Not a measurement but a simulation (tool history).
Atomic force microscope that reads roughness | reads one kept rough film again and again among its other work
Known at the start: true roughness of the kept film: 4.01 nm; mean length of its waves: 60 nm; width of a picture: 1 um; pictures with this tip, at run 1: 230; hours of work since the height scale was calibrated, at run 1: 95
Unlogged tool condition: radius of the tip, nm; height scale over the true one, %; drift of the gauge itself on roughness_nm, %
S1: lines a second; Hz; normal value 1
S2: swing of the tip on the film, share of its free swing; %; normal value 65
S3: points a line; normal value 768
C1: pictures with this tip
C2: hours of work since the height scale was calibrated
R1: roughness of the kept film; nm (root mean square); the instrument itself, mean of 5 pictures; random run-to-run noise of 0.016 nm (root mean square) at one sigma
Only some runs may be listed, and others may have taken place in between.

run     day    S1  S2    S3   C1   C2     R1
  1       0     1  65   768  230   95  3.775
      1.971  -- new tip fitted
  2   2.075     1  60   768    6  132  3.866
  3   3.538     1  60   768   93  158  3.811
  4   4.625   1.4  65   768  159  178  3.736
  5   7.275   1.4  65   768  318  226  3.685
      7.479  -- height scale calibrated on a step standard
      7.838  -- new tip fitted
  6   8.842   1.4  65   768   60   24  3.789
  7  10.467  3.34  73   675  157   54  3.564
  8  11.804  3.34  61  1019  238   78  3.661
     13.658  -- new tip fitted
  9  14.317   3.5  65   768   39  123  3.688
 10  15.908  1.79  71   308  134  151  3.692
     16.317  -- height scale calibrated on a step standard, once more
 11  17.258  2.39  77   480  213   17  3.528
 12  18.767  2.39  77   480  303   44  3.495

Below, some changes in R1 between adjacent runs. For each, the amount present without the hidden state too (settings, incoming material, random variation) and the amount remaining for the hidden state with gauge scatter not shared by both compared results:
Run 5 -> 6: height scale calibrated on a step standard, new tip fitted. R1 +0.104 nm (root mean square): hidden state +0.128, all else -0.024.
Run 6 -> 7: S1 1.4 -> 3.34, S2 65 -> 73, S3 768 -> 675. R1 -0.225 nm (root mean square): hidden state -0.04, all else -0.185.

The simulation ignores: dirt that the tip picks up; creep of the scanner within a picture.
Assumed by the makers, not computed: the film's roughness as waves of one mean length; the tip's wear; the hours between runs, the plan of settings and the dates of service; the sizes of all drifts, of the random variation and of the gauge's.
